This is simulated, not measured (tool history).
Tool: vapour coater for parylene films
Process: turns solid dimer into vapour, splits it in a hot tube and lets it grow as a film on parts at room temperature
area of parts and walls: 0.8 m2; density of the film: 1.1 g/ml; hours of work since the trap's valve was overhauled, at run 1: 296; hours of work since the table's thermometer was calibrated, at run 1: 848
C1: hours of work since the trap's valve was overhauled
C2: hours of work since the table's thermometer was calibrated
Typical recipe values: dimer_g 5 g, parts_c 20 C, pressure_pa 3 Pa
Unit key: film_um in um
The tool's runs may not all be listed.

run 1 hour=0 | dimer_g=5 parts_c=20 pressure_pa=3 | C1=296 C2=848 | film_um=2.47
run 2 hour=34.3 | dimer_g=5 parts_c=20 pressure_pa=3 | C1=327 C2=879 | film_um=2.36
run 3 hour=50.5 | dimer_g=5 parts_c=20 pressure_pa=3 | C1=341 C2=894 | film_um=2.39
-- hour=64.7 trap's valve overhauled
run 4 hour=77.3 | dimer_g=5 parts_c=20 pressure_pa=3 | C1=11 C2=914 | film_um=2.75
run 5 hour=104.2 | dimer_g=5 parts_c=20 pressure_pa=3 | C1=36 C2=938 | film_um=2.78
run 6 hour=123 | dimer_g=5 parts_c=20 pressure_pa=3 | C1=52 C2=955 | film_um=2.74
run 7 hour=158.8 | dimer_g=5 parts_c=20 pressure_pa=3 | C1=85 C2=988 | film_um=2.69
run 8 hour=192 | dimer_g=5 parts_c=20 pressure_pa=3 | C1=114 C2=1017 | film_um=2.65
run 9 hour=220.1 | dimer_g=5 parts_c=20 pressure_pa=3.21 | C1=140 C2=1043 | film_um=2.63
run 10 hour=251.4 | dimer_g=5 parts_c=24 pressure_pa=3 | C1=168 C2=1071 | film_um=2.17
run 11 hour=275.3 | dimer_g=5 parts_c=24 pressure_pa=3 | C1=189 C2=1092 | film_um=2.1
run 12 hour=306.3 | dimer_g=5 parts_c=24 pressure_pa=3 | C1=217 C2=1120 | film_um=2.13
run 13 hour=324.1 | dimer_g=5 parts_c=21 pressure_pa=3 | C1=233 C2=1136 | film_um=2.41
run 14 hour=350.4 | dimer_g=5 parts_c=21 pressure_pa=3 | C1=257 C2=1160 | film_um=2.36
run 15 hour=378.4 | dimer_g=5 parts_c=21 pressure_pa=3 | C1=282 C2=1185 | film_um=2.37
-- hour=382.4 table's thermometer calibrated
run 16 hour=399.4 | dimer_g=5 parts_c=20 pressure_pa=9.46 | C1=300 C2=15 | film_um=2.2
run 17 hour=434.2 | dimer_g=9 parts_c=20 pressure_pa=9.46 | C1=331 C2=47 | film_um=3.89
-- hour=459.7 trap's valve overhauled
run 18 hour=464.7 | dimer_g=5 parts_c=20 pressure_pa=5.93 | C1=4 C2=70 | film_um=2.61
run 19 hour=484.8 | dimer_g=5 parts_c=20 pressure_pa=5.93 | C1=23 C2=89 | film_um=2.6
run 20 hour=520.4 | dimer_g=5 parts_c=20 pressure_pa=5.93 | C1=55 C2=120 | film_um=2.55
run 21 hour=537.1 | dimer_g=5 parts_c=20 pressure_pa=5.93 | C1=70 C2=136 | film_um=2.55
run 22 hour=559.5 | dimer_g=5 parts_c=20 pressure_pa=5.93 | C1=90 C2=156 | film_um=2.54
-- hour=570.5 table's thermometer calibrated, once more
run 23 hour=575.9 | dimer_g=5 parts_c=20 pressure_pa=5.93 | C1=103 C2=5 | film_um=2.44
run 24 hour=609.1 | dimer_g=5 parts_c=20 pressure_pa=8.06 | C1=133 C2=35 | film_um=2.34
run 25 hour=636.9 | dimer_g=2 parts_c=13 pressure_pa=5.27 | C1=158 C2=60 | film_um=1.37
run 26 hour=665.9 | dimer_g=2 parts_c=13 pressure_pa=5.27 | C1=184 C2=86 | film_um=1.33
run 27 hour=694.6 | dimer_g=6 parts_c=22 pressure_pa=3 | C1=210 C2=112 | film_um=2.73
run 28 hour=727.5 | dimer_g=5 parts_c=20 pressure_pa=3.99 | C1=240 C2=141 | film_um=2.43
run 29 hour=751.3 | dimer_g=3 parts_c=20 pressure_pa=3 | C1=261 C2=163 | film_um=1.46
run 30 hour=776.5 | dimer_g=2 parts_c=20 pressure_pa=3.44 | C1=284 C2=185 | film_um=0.96
run 31 hour=806.6 | dimer_g=2 parts_c=20 pressure_pa=3.44 | C1=311 C2=212 | film_um=0.97
run 32 hour=837.8 | dimer_g=2 parts_c=18 pressure_pa=3.44 | C1=339 C2=240 | film_um=1
-- hour=856.1 trap's valve overhauled
run 33 hour=874.6 | dimer_g=2 parts_c=12 pressure_pa=4.46 | C1=17 C2=270 | film_um=1.56
run 34 hour=893.6 | dimer_g=2 parts_c=12 pressure_pa=7.46 | C1=34 C2=287 | film_um=1.47
run 35 hour=928.2 | dimer_g=5 parts_c=14 pressure_pa=3 | C1=65 C2=318 | film_um=3.66
run 36 hour=961 | dimer_g=5 parts_c=14 pressure_pa=3 | C1=94 C2=347 | film_um=3.64
run 37 hour=983.7 | dimer_g=2 parts_c=20 pressure_pa=3 | C1=115 C2=368 | film_um=1.03
run 38 hour=1015 | dimer_g=2 parts_c=20 pressure_pa=3 | C1=143 C2=396 | film_um=1.01
run 39 hour=1044.6 | dimer_g=2 parts_c=20 pressure_pa=3 | C1=169 C2=423 | film_um=1
run 40 hour=1068.5 | dimer_g=2 parts_c=20 pressure_pa=3 | C1=191 C2=444 | film_um=0.99
run 41 hour=1101 | dimer_g=2 parts_c=20 pressure_pa=3 | C1=220 C2=473 | film_um=0.99
run 42 hour=1116.6 | dimer_g=8 parts_c=29 pressure_pa=8.97 | C1=234 C2=487 | film_um=2.28
run 43 hour=1150.1 | dimer_g=8 parts_c=29 pressure_pa=8.97 | C1=264 C2=517 | film_um=2.24
run 44 hour=1174.4 | dimer_g=8 parts_c=29 pressure_pa=8.97 | C1=286 C2=539 | film_um=2.23
run 45 hour=1209.1 | dimer_g=4 parts_c=22 pressure_pa=8.9 | C1=317 C2=570 | film_um=1.54
run 46 hour=1225.9 | dimer_g=7 parts_c=22 pressure_pa=6.76 | C1=332 C2=586 | film_um=2.8
-- hour=1249.9 trap's valve overhauled
run 47 hour=1261 | dimer_g=7 parts_c=22 pressure_pa=6.76 | C1=10 C2=614 | film_um=3.22
run 48 hour=1285.3 | dimer_g=7 parts_c=25 pressure_pa=7.87 | C1=32 C2=635 | film_um=2.74

Consider 3 possible next runs. They are alternatives, not a sequence: every one starts from the tool as it was left by run 48. What does each give?
run A hour=1319.8 | dimer_g=4 parts_c=20 pressure_pa=10.69 | C1=63 C2=666 | film_um=?
run B hour=1319.8 | dimer_g=5 parts_c=20 pressure_pa=3.48 | C1=63 C2=666 | film_um=?
run C hour=1319.8 | dimer_g=5 parts_c=20 pressure_pa=11.48 | C1=63 C2=666 | film_um=?

run=A film_um=1.93
run=B film_um=2.66
run=C film_um=2.36
Without the tool's hidden state the same runs would have given:
run=A film_um=1.99
run=B film_um=2.73
run=C film_um=2.43
